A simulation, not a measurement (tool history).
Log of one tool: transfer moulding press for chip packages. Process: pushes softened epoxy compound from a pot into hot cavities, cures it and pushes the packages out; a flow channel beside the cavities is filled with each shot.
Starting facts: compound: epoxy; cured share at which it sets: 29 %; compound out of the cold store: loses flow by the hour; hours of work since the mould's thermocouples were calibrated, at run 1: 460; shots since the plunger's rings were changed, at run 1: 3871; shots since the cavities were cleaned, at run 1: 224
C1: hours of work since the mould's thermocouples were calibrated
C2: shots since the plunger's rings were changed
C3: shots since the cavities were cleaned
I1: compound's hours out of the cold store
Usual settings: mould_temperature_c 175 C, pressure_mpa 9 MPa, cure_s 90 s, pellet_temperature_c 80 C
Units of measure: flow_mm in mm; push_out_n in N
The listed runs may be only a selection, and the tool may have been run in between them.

run 1 day=0 | mould_temperature_c=175 pressure_mpa=9 cure_s=90 pellet_temperature_c=80 | C1=460 C2=3871 C3=224 | I1=38.2 | flow_mm=821 push_out_n=508
-- day=1.683 cavities cleaned with cleaning compound and waxed
-- day=4.092 plunger's sealing rings changed
-- day=4.154 cavities cleaned with cleaning compound and waxed
run 2 day=4.162 | mould_temperature_c=175 pressure_mpa=9 cure_s=78 pellet_temperature_c=80 | C1=521 C2=2 C3=2 | I1=17.8 | flow_mm=888 push_out_n=450
-- day=6.596 cavities cleaned with cleaning compound and waxed
run 3 day=8.146 | mould_temperature_c=175 pressure_mpa=9 cure_s=90 pellet_temperature_c=80 | C1=581 C2=1082 C3=427 | I1=44.1 | flow_mm=832 push_out_n=584
-- day=9.054 cavities cleaned with cleaning compound and waxed
run 4 day=10.558 | mould_temperature_c=175 pressure_mpa=9 cure_s=90 pellet_temperature_c=80 | C1=617 C2=1730 C3=415 | I1=44.8 | flow_mm=825 push_out_n=558
-- day=11.504 cavities cleaned with cleaning compound and waxed
run 5 day=13.542 | mould_temperature_c=175 pressure_mpa=9 cure_s=90 pellet_temperature_c=80 | C1=662 C2=2535 C3=562 | I1=27.3 | flow_mm=847 push_out_n=592
-- day=13.825 cavities cleaned with cleaning compound and waxed
-- day=16.142 cavities cleaned with cleaning compound and waxed
-- day=16.579 mould's thermocouples calibrated
run 6 day=17.588 | mould_temperature_c=175 pressure_mpa=10.75 cure_s=90 pellet_temperature_c=80 | C1=15 C2=3592 C3=376 | I1=43.4 | flow_mm=885 push_out_n=531
-- day=18.825 cavities cleaned with cleaning compound and waxed
run 7 day=20.708 | mould_temperature_c=175 pressure_mpa=9 cure_s=90 pellet_temperature_c=80 | C1=62 C2=4435 C3=520 | I1=38.1 | flow_mm=816 push_out_n=571
-- day=21.15 cavities cleaned with cleaning compound and waxed
run 8 day=22.504 | mould_temperature_c=175 pressure_mpa=9 cure_s=126 pellet_temperature_c=76 | C1=89 C2=4912 C3=373 | I1=26 | flow_mm=841 push_out_n=455
-- day=22.921 plunger's sealing rings changed
-- day=23.679 cavities cleaned with cleaning compound and waxed
-- day=25.983 cavities cleaned with cleaning compound and waxed
run 9 day=26.696 | mould_temperature_c=175 pressure_mpa=9 cure_s=126 pellet_temperature_c=76 | C1=150 C2=1006 C3=196 | I1=32.4 | flow_mm=849 push_out_n=368

Run 10 comes next. What will it give?
-- day=28.5 cavities cleaned with cleaning compound and waxed
-- day=30.833 cavities cleaned with cleaning compound and waxed
run 10 day=30.833 | mould_temperature_c=167 pressure_mpa=7.33 cure_s=104 pellet_temperature_c=79 | C1=211 C2=2111 C3=0 | I1=36.5 | flow_mm=? push_out_n=?

{"run 10": {"flow_mm": 769, "push_out_n": 384}}
With no hidden state in the tool, this same run would have given flow_mm 780 mm, push_out_n 368 N.
